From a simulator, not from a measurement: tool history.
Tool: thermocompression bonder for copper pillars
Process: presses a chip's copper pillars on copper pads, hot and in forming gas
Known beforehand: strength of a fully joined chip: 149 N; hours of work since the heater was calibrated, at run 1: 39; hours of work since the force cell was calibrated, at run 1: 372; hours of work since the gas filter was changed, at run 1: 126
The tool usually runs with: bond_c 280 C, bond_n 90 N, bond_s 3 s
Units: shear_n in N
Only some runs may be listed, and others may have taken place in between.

run	hour	bond_c	bond_n	bond_s	hours of work since the heater was calibrated	hours of work since the force cell was calibrated	hours of work since the gas filter was changed	shear_n
1	0.0	280	90	3	39	372	126	68.0
2	10.4	280	90	3	44	377	131	68.5
3	17.1	280	90	9	48	380	135	96.2
4	28.2	280	90	9	53	386	141	97.0
5	35.7	280	90	3	57	390	144	67.8
6	45.8	280	90	3	62	395	150	67.9
7	55.3	280	90	3	67	400	154	68.0
8	63.3	280	90	3	71	404	159	67.2
9	72.3	280	65	3	76	409	163	56.1
10	80.0	280	65	3	80	413	167	56.2
11	85.2	280	65	3	83	415	170	56.1
12	92.7	280	65	3	87	419	174	56.5
13	100.5	280	65	3	91	423	178	55.4
# hour 103.1: heater calibrated with a thermocouple chip
14	113.7	280	65	3	5	429	183	56.1
# hour 124.1: heater calibrated with a thermocouple chip, once more
15	124.9	280	65	3	0	434	188	55.4
16	130.5	280	65	3	3	436	191	54.9
17	139.0	251	80	6	8	441	195	53.7
18	149.7	251	80	6	13	446	201	53.5
19	156.9	303	71	7	17	450	205	99.1
20	164.8	303	71	7	21	454	209	98.3
21	172.1	259	118	3	25	458	212	57.9
22	180.9	267	107	8	29	462	217	85.5
23	192.3	258	99	2	35	468	223	43.5
24	203.0	301	131	4	40	474	228	106.1
25	211.4	260	87	3	45	478	232	48.9
26	222.5	280	90	4	50	484	238	72.9
27	232.3	294	62	3	55	489	243	64.1
28	243.5	294	75	9	61	494	249	98.2
29	248.6	286	90	3	64	497	252	71.0
30	260.2	286	90	8	70	503	257	95.1
31	266.3	268	90	3	73	506	261	55.8

Each row is a separate what-if for the run after 31, all from the same tool condition, not one after another. Results?
A	277.8	280	72	3	79	512	267	?
B	277.8	266	63	5	79	512	267	?
C	277.8	289	90	2	79	512	267	?
D	277.8	262	79	3	79	512	267	?

run	shear_n
A	57.9
B	53.7
C	63.9
D	47.4
Without the tool's unlogged condition, the same runs would have read:
run	shear_n
A	61.6
B	57.3
C	68.0
D	50.6

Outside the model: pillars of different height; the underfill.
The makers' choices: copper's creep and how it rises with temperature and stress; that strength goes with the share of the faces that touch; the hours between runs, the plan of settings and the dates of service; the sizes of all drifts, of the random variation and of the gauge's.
